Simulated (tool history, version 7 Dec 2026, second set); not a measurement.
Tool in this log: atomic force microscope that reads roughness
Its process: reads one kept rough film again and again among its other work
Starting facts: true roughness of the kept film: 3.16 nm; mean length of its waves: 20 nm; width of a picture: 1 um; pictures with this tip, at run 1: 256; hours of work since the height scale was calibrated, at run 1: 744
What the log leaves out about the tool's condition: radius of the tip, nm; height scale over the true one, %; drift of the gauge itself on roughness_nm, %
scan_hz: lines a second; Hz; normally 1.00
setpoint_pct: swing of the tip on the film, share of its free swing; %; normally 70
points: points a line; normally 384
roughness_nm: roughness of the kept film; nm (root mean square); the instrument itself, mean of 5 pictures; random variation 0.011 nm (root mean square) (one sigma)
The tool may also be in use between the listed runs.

run,hour,scan_hz,setpoint_pct,points,pictures with this tip,hours of work since the height scale was calibrated,roughness_nm
1,0.0,1.00,70,384,256,744,1.787
# hour 49.5: new tip fitted
2,49.5,1.00,70,384,0,765,2.523
3,116.3,1.00,70,384,61,793,2.250
4,153.3,1.00,81,384,95,809,2.042
5,193.0,1.00,81,384,132,825,1.940
6,242.6,1.00,81,384,177,846,1.824
7,291.7,2.98,70,384,222,867,1.619
8,334.7,1.00,84,384,262,885,1.622
# hour 379.9: new tip fitted
9,403.9,1.00,70,384,22,915,2.397
10,454.0,1.00,70,384,68,936,2.220
11,512.5,1.00,70,384,122,961,2.057
12,550.8,1.00,70,384,157,977,1.944
13,630.5,1.00,73,384,230,1011,1.752
14,665.6,1.00,63,384,262,1025,1.739
# hour 712.0: new tip fitted
15,732.2,1.00,82,384,19,1053,2.311
16,808.9,1.00,82,384,89,1086,2.086
17,855.8,1.00,70,384,132,1106,2.046
# hour 863.2: height scale calibrated on a step standard
18,891.5,1.00,70,363,164,12,1.930
19,938.7,1.00,70,363,208,32,1.830
20,1000.3,0.57,70,363,264,58,1.749
# hour 1017.9: height scale calibrated on a step standard, once more
21,1037.4,0.57,70,363,297,8,1.678
# hour 1042.0: new tip fitted
22,1111.2,3.61,77,384,64,39,1.850
23,1189.2,3.61,77,384,135,72,1.642
24,1238.2,3.61,77,384,180,93,1.550
25,1281.9,3.61,77,384,221,112,1.463
26,1318.4,0.51,79,384,254,127,1.755
27,1350.7,0.51,79,384,284,141,1.677
# hour 1373.1: new tip fitted
28,1408.7,0.51,79,265,32,165,2.377
29,1447.8,1.00,67,373,68,182,2.281
30,1518.8,1.71,86,351,134,212,1.752
31,1592.7,1.00,75,714,201,243,1.852
32,1670.0,1.00,75,714,273,276,1.693
# hour 1702.6: new tip fitted
33,1731.3,1.71,58,384,26,302,2.447
34,1763.7,3.39,83,438,56,315,1.758
35,1822.3,3.95,70,384,110,340,1.837
36,1862.3,3.95,70,348,147,357,1.741
37,1909.4,1.12,71,503,190,377,1.896
38,1944.3,3.57,77,504,222,392,1.486
39,1996.3,0.58,81,633,270,414,1.746
# hour 2031.5: new tip fitted
40,2045.5,0.58,81,633,12,435,2.492
41,2083.3,1.24,84,485,47,451,2.146
42,2160.2,1.79,70,427,118,483,2.008

Here are 4 independent what-if runs from the current tool condition. What would each one return?
A,2220.5,0.69,69,837,173,509,?
B,2220.5,1.00,72,332,173,509,?
C,2220.5,2.38,70,384,173,509,?
D,2220.5,1.79,70,677,173,509,?

run,roughness_nm
A,2.005
B,1.918
C,1.785
D,1.869
Take away the tool's hidden state, keep each run's random variation, and the runs would have read:
run,roughness_nm
A,2.631
B,2.517
C,2.341
D,2.453
